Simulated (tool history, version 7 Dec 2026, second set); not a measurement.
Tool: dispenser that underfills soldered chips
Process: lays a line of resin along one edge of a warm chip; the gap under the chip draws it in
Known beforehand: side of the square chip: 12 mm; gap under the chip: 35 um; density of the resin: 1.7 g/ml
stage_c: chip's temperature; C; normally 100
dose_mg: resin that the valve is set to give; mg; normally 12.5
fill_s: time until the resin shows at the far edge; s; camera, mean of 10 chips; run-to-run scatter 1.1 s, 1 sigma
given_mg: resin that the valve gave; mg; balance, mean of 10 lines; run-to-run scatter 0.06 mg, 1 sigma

Run 1, hour 0: usual settings. Result: fill_s 123.8 s, given_mg 12.1 mg.
Run 2, hour 6.4: usual settings but dose_mg 11.6 mg. Result: fill_s 147.6 s, given_mg 11.13 mg.
At hour 7.8: new syringe of resin.
Run 3, hour 16.7: usual settings but stage_c 103 C. Result: fill_s 118.4 s, given_mg 11.98 mg.
At hour 22.5: new syringe of resin.
Run 4, hour 25.4: usual settings. Result: fill_s 112.2 s, given_mg 11.93 mg.
Run 5, hour 34.6: usual settings but dose_mg 11.6 mg. Result: fill_s 147.3 s, given_mg 10.99 mg.
At hour 37.1: dispensing valve cleaned and set on the balance.
At hour 38.2: new syringe of resin.
Run 6, hour 42.5: usual settings but dose_mg 11.6 mg. Result: fill_s 116.3 s, given_mg 11.6 mg.
Run 7, hour 50.5: usual settings but dose_mg 11.6 mg. Result: fill_s 142.9 s, given_mg 11.55 mg.
At hour 52.8: new syringe of resin.
Run 8, hour 59.2: usual settings but dose_mg 12.7 mg. Result: fill_s 122.3 s, given_mg 12.54 mg.
Run 9, hour 65.4: usual settings. Result: fill_s 143.4 s, given_mg 12.29 mg.
At hour 67.5: new syringe of resin.
Run 10, hour 71.6: usual settings but stage_c 109 C. Result: fill_s 82 s, given_mg 12.33 mg.
Run 11, hour 81.2: usual settings but dose_mg 11.6 mg. Result: fill_s 152.5 s, given_mg 11.26 mg.
At hour 82.5: new syringe of resin.
Run 12, hour 90.5: usual settings but dose_mg 11.6 mg. Result: fill_s 128.4 s, given_mg 11.24 mg.
At hour 97.1: new syringe of resin.
Run 13, hour 100.5: usual settings. Result: fill_s 112.7 s, given_mg 11.83 mg.
Run 14, hour 108.5: usual settings. Result: fill_s 140.8 s, given_mg 12.01 mg.
At hour 111.7: new syringe of resin.
Run 15, hour 114.2: usual settings. Result: fill_s 108.1 s, given_mg 11.92 mg.
At hour 120.9: dispensing valve cleaned and set on the balance.
Run 16, hour 120.9: usual settings but stage_c 92 C. Result: fill_s 168 s, given_mg 12.5 mg.
Run 17, hour 125.6: usual settings but stage_c 92 C. Result: fill_s 190.8 s, given_mg 12.52 mg.
At hour 127.1: new syringe of resin.
Run 18, hour 137.5: usual settings but stage_c 92 C. Result: fill_s 180.9 s, given_mg 12.46 mg.
At hour 141.7: new syringe of resin.
Run 19, hour 145.4: usual settings but stage_c 104 C, dose_mg 10.8 mg. Result: fill_s 98.7 s, given_mg 10.69 mg.
Run 20, hour 151.1: usual settings but dose_mg 16.1 mg. Result: fill_s 123.2 s, given_mg 15.81 mg.
At hour 156.5: new syringe of resin.
Run 21, hour 162.1: usual settings but stage_c 97 C, dose_mg 13.7 mg. Result: fill_s 127.7 s, given_mg 13.3 mg.
At hour 170.7: new syringe of resin.
Run 22, hour 173.7: usual settings but stage_c 97 C, dose_mg 13.7 mg. Result: fill_s 119.4 s, given_mg 13.29 mg.
At hour 184.9: new syringe of resin.
Run 23, hour 184.9: usual settings but stage_c 112 C, dose_mg 13.2 mg. Result: fill_s 62.2 s, given_mg 12.66 mg.
Run 24, hour 189.6: usual settings but stage_c 112 C, dose_mg 13.2 mg. Result: fill_s 72.3 s, given_mg 12.63 mg.
Run 25, hour 197.5: usual settings but stage_c 113 C, dose_mg 14 mg. Result: fill_s 85 s, given_mg 13.29 mg.
At hour 199.2: new syringe of resin.
At hour 204.7: dispensing valve cleaned and set on the balance.
Run 26, hour 207.7: usual settings. Result: fill_s 122.3 s, given_mg 12.43 mg.
At hour 215.3: new syringe of resin.
Run 27, hour 219.1: usual settings but stage_c 101 C, dose_mg 12.6 mg. Result: fill_s 108.5 s, given_mg 12.46 mg.
At hour 229.5: new syringe of resin.
Run 28, hour 231.1: usual settings but stage_c 109 C, dose_mg 14.3 mg. Result: fill_s 73.4 s, given_mg 14.16 mg.
Run 29, hour 238: usual settings but stage_c 95 C, dose_mg 14.7 mg. Result: fill_s 148.8 s, given_mg 14.39 mg.
At hour 244.1: new syringe of resin.
Run 30, hour 249: usual settings but stage_c 86 C, dose_mg 10.7 mg. Result: fill_s 207.2 s, given_mg 10.42 mg.
At hour 259.2: new syringe of resin.
Run 31, hour 260.8: usual settings but stage_c 108 C, dose_mg 14 mg. Result: fill_s 74.1 s, given_mg 13.48 mg.
Run 32, hour 267.5: usual settings but stage_c 109 C, dose_mg 12.8 mg. Result: fill_s 87.2 s, given_mg 12.31 mg.
At hour 273.8: new syringe of resin.
Run 33, hour 277.5: usual settings but stage_c 109 C, dose_mg 12.8 mg. Result: fill_s 76.4 s, given_mg 12.25 mg.
At hour 288.3: dispensing valve cleaned and set on the balance.
At hour 289.2: new syringe of resin.
Run 34, hour 290.4: usual settings but dose_mg 16.2 mg. Result: fill_s 99.5 s, given_mg 16.18 mg.
Run 35, hour 300.1: usual settings but stage_c 102 C, dose_mg 12.8 mg. Result: fill_s 123 s, given_mg 12.65 mg.

Some steps in fill_s between neighbouring runs. How much of each would the tool show without its hidden state too (settings, what came in, random variation), and how much is left for the hidden state, with any gauge scatter that isn't in both results?
What the log doesn't record here: resin's viscosity, % of fresh resin's; dose that the valve gives, % of what is set; true chip temperature over the reading, C; drift of the gauge itself on fill_s, %; drift of the gauge itself on given_mg, %.
Run 4 -> 5: dose_mg 12.5 -> 11.6. fill_s +35.1 s: hidden state +33.9, all else +1.2.
Run 9 -> 10: stage_c 100 -> 109, new syringe of resin. fill_s -61.4 s: hidden state -32.2, all else -29.2.
Run 10 -> 11: stage_c 109 -> 100, dose_mg 12.5 -> 11.6. fill_s +70.5 s: hidden state +37.8, all else +32.7.
Run 18 -> 19: stage_c 92 -> 104, dose_mg 12.5 -> 10.8, new syringe of resin. fill_s -82.2 s: hidden state -30.8, all else -51.4.
Run 28 -> 29: stage_c 109 -> 95, dose_mg 14.3 -> 14.7. fill_s +75.4 s: hidden state +23.8, all else +51.6.
Run 30 -> 31: stage_c 86 -> 108, dose_mg 10.7 -> 14, new syringe of resin. fill_s -133.1 s: hidden state -15.8, all else -117.3.

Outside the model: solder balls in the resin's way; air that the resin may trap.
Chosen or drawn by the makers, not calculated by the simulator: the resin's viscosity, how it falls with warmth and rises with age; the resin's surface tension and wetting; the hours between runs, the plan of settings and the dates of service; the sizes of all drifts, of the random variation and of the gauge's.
